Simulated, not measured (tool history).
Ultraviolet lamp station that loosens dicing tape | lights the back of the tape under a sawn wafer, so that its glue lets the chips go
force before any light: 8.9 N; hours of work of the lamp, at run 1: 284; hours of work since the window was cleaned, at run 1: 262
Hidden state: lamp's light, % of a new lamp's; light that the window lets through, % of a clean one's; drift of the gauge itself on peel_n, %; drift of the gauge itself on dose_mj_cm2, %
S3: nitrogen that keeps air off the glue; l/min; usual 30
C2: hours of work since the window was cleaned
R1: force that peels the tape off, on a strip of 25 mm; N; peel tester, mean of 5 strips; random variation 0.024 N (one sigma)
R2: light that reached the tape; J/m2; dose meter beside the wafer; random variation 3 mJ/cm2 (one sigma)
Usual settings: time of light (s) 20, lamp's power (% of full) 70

Run 1, day 0.000: usual settings; hours of work of the lamp 284; C2 262. Result: R1 1.540 N, R2 3850 J/m2.
Run 2, day 0.333: usual settings; hours of work of the lamp 289; C2 267. Result: R1 1.517 N, R2 3900 J/m2.
Run 3, day 0.679: usual settings but lamp's power (% of full) 67; hours of work of the lamp 294; C2 272. Result: R1 1.575 N, R2 3680 J/m2.
Run 4, day 1.021: usual settings but lamp's power (% of full) 67; hours of work of the lamp 299; C2 277. Result: R1 1.647 N, R2 3690 J/m2.
Run 5, day 1.504: usual settings but lamp's power (% of full) 67; hours of work of the lamp 306; C2 284. Result: R1 1.632 N, R2 3620 J/m2.
Run 6, day 1.854: usual settings but time of light (s) 21; hours of work of the lamp 312; C2 290. Result: R1 1.377 N, R2 3990 J/m2.
Run 7, day 2.146: usual settings but time of light (s) 21; hours of work of the lamp 316; C2 294. Result: R1 1.419 N, R2 4010 J/m2.
Run 8, day 2.454: usual settings but time of light (s) 21, lamp's power (% of full) 68; hours of work of the lamp 320; C2 298. Result: R1 1.432 N, R2 3900 J/m2.
Run 9, day 2.829: usual settings but time of light (s) 21, lamp's power (% of full) 68; hours of work of the lamp 326; C2 304. Result: R1 1.471 N, R2 3870 J/m2.
Run 10, day 3.279: usual settings but time of light (s) 21, lamp's power (% of full) 68; hours of work of the lamp 333; C2 311. Result: R1 1.492 N, R2 3880 J/m2.
Run 11, day 3.808: usual settings but time of light (s) 21, lamp's power (% of full) 68; hours of work of the lamp 340; C2 318. Result: R1 1.541 N, R2 3890 J/m2.
Run 12, day 4.150: usual settings but time of light (s) 21, lamp's power (% of full) 68; hours of work of the lamp 345; C2 323. Result: R1 1.563 N, R2 3840 J/m2.
Run 13, day 4.458: usual settings but S3 12 l/min; hours of work of the lamp 350; C2 328. Result: R1 2.526 N, R2 3810 J/m2.
Run 14, day 4.800: usual settings but S3 12 l/min; hours of work of the lamp 355; C2 333. Result: R1 2.615 N, R2 3750 J/m2.
Run 15, day 5.162: usual settings but S3 52 l/min; hours of work of the lamp 360; C2 338. Result: R1 1.188 N, R2 3760 J/m2.
Run 16, day 5.512: usual settings; hours of work of the lamp 365; C2 343. Result: R1 1.607 N, R2 3730 J/m2.
Run 17, day 6.046: usual settings; hours of work of the lamp 373; C2 351. Result: R1 1.565 N, R2 3700 J/m2.
Run 18, day 6.362: usual settings but lamp's power (% of full) 63; hours of work of the lamp 378; C2 356. Result: R1 1.902 N, R2 3360 J/m2.
Run 19, day 6.888: usual settings but time of light (s) 12, lamp's power (% of full) 63; hours of work of the lamp 386; C2 364. Result: R1 3.476 N, R2 2010 J/m2.
Run 20, day 7.112: usual settings but time of light (s) 32, lamp's power (% of full) 63; hours of work of the lamp 389; C2 367. Result: R1 0.855 N, R2 5310 J/m2.
Run 21, day 7.471: usual settings but time of light (s) 32, lamp's power (% of full) 63; hours of work of the lamp 394; C2 372. Result: R1 0.856 N, R2 5370 J/m2.
Run 22, day 7.796: usual settings but time of light (s) 29; hours of work of the lamp 399; C2 377. Result: R1 0.876 N, R2 5320 J/m2.
Run 23, day 8.312: usual settings but time of light (s) 24, lamp's power (% of full) 77, S3 58 l/min; hours of work of the lamp 407; C2 385. Result: R1 0.684 N, R2 4870 J/m2.
At day 8.358: window cleaned of glue's vapour.
Run 24, day 8.842: usual settings but time of light (s) 24, lamp's power (% of full) 99, S3 32 l/min; hours of work of the lamp 414; C2 7. Result: R1 0.652 N, R2 6080 J/m2.
Run 25, day 9.183: usual settings but time of light (s) 38, lamp's power (% of full) 88, S3 17 l/min; hours of work of the lamp 419; C2 12. Result: R1 0.534 N, R2 8470 J/m2.
At day 9.242: window cleaned of glue's vapour, once more.
Run 26, day 9.692: usual settings but time of light (s) 10, lamp's power (% of full) 60, S3 39 l/min; hours of work of the lamp 426; C2 7. Result: R1 3.648 N, R2 1680 J/m2.
Run 27, day 9.971: usual settings but time of light (s) 27, lamp's power (% of full) 78, S3 16 l/min; hours of work of the lamp 430; C2 11. Result: R1 1.145 N, R2 5850 J/m2.
Run 28, day 10.212: usual settings but time of light (s) 12, lamp's power (% of full) 96, S3 12 l/min; hours of work of the lamp 434; C2 14. Result: R1 3.132 N, R2 3220 J/m2.
Run 29, day 10.629: usual settings but time of light (s) 14, lamp's power (% of full) 78, S3 12 l/min; hours of work of the lamp 440; C2 20. Result: R1 3.271 N, R2 3020 J/m2.
Run 30, day 11.171: usual settings but time of light (s) 14, lamp's power (% of full) 82, S3 12 l/min; hours of work of the lamp 448; C2 28. Result: R1 3.171 N, R2 3190 J/m2.
Run 31, day 11.571: usual settings but time of light (s) 18, lamp's power (% of full) 74, S3 22 l/min; hours of work of the lamp 454; C2 34. Result: R1 1.944 N, R2 3680 J/m2.
Run 32, day 12.112: usual settings but time of light (s) 18, lamp's power (% of full) 74, S3 22 l/min; hours of work of the lamp 462; C2 42. Result: R1 1.958 N, R2 3640 J/m2.
Run 33, day 12.646: usual settings but time of light (s) 24, lamp's power (% of full) 82, S3 22 l/min; hours of work of the lamp 470; C2 50. Result: R1 1.031 N, R2 5420 J/m2.
Run 34, day 12.988: usual settings but time of light (s) 10, lamp's power (% of full) 79; hours of work of the lamp 475; C2 55. Result: R1 3.135 N, R2 2150 J/m2.

Some steps in R1 between neighbouring runs. How much of each would the tool show without its hidden state too (settings, what came in, random variation), and how much is left for the hidden state, with any gauge scatter that isn't in both results?
Run 19 -> 20: time of light (s) 12 -> 32. R1 -2.621 N: hidden state -0.344, all else -2.277.
Run 25 -> 26: time of light (s) 38 -> 10, lamp's power (% of full) 88 -> 60, S3 17 -> 39, window cleaned of glue's vapour, once more. R1 +3.114 N: hidden state +0.241, all else +2.873.
Run 26 -> 27: time of light (s) 10 -> 27, lamp's power (% of full) 60 -> 78, S3 39 -> 16. R1 -2.503 N: hidden state -0.162, all else -2.341.
Run 33 -> 34: time of light (s) 24 -> 10, lamp's power (% of full) 82 -> 79, S3 22 -> 30. R1 +2.104 N: hidden state +0.219, all else +1.885.

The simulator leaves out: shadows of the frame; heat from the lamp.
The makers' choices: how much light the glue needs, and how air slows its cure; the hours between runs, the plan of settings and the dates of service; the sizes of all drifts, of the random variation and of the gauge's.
